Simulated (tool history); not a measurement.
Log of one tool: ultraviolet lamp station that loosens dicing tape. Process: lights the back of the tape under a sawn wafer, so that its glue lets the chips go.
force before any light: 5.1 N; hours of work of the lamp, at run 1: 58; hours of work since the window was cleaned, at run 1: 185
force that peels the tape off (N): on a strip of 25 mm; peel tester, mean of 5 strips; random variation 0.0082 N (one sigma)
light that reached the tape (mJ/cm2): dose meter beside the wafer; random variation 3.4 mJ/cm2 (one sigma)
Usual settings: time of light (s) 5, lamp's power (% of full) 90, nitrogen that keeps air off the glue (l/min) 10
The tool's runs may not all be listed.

run,hour,time of light (s),lamp's power (% of full),nitrogen that keeps air off the glue (l/min),hours of work of the lamp,hours of work since the window was cleaned,force that peels the tape off (N),light that reached the tape (mJ/cm2)
1,0.0,5,90,10,58,185,0.328,549
# hour 34.6: window cleaned of glue's vapour
2,58.1,5,90,10,97,16,0.332,546
3,120.1,5,90,10,140,59,0.327,548
4,153.7,5,90,7,163,82,0.379,549
5,229.9,5,90,10,215,134,0.339,551
6,290.1,5,90,10,256,175,0.321,544
# hour 343.2: window cleaned of glue's vapour
7,343.2,5,99,10,293,0,0.271,603
8,389.7,5,99,10,325,32,0.268,599
9,435.0,5,99,10,356,63,0.267,600
10,503.8,5,99,10,403,110,0.269,600
11,584.8,4,83,5,458,166,0.857,401
# hour 648.1: window cleaned of glue's vapour
12,666.2,4,83,5,514,12,0.879,402
13,712.9,4,74,3,546,44,1.217,363
14,756.1,4,74,12,576,74,0.723,361

5 ways to go on from here, each from the tool as it stands after run 14. What would each give?
A,799.9,5,66,8,606,104,?,?
B,799.9,5,90,4,606,104,?,?
C,799.9,3,73,3,606,104,?,?
D,799.9,3,96,6,606,104,?,?
E,799.9,5,95,6,606,104,?,?

run,force that peels the tape off (N),light that reached the tape (mJ/cm2)
A,0.697,398
B,0.543,543
C,1.726,266
D,0.989,354
E,0.396,571
Without the tool's hidden state the same runs would have given:
run,force that peels the tape off (N),light that reached the tape (mJ/cm2)
A,0.695,399
B,0.541,544
C,1.724,267
D,0.986,355
E,0.395,572
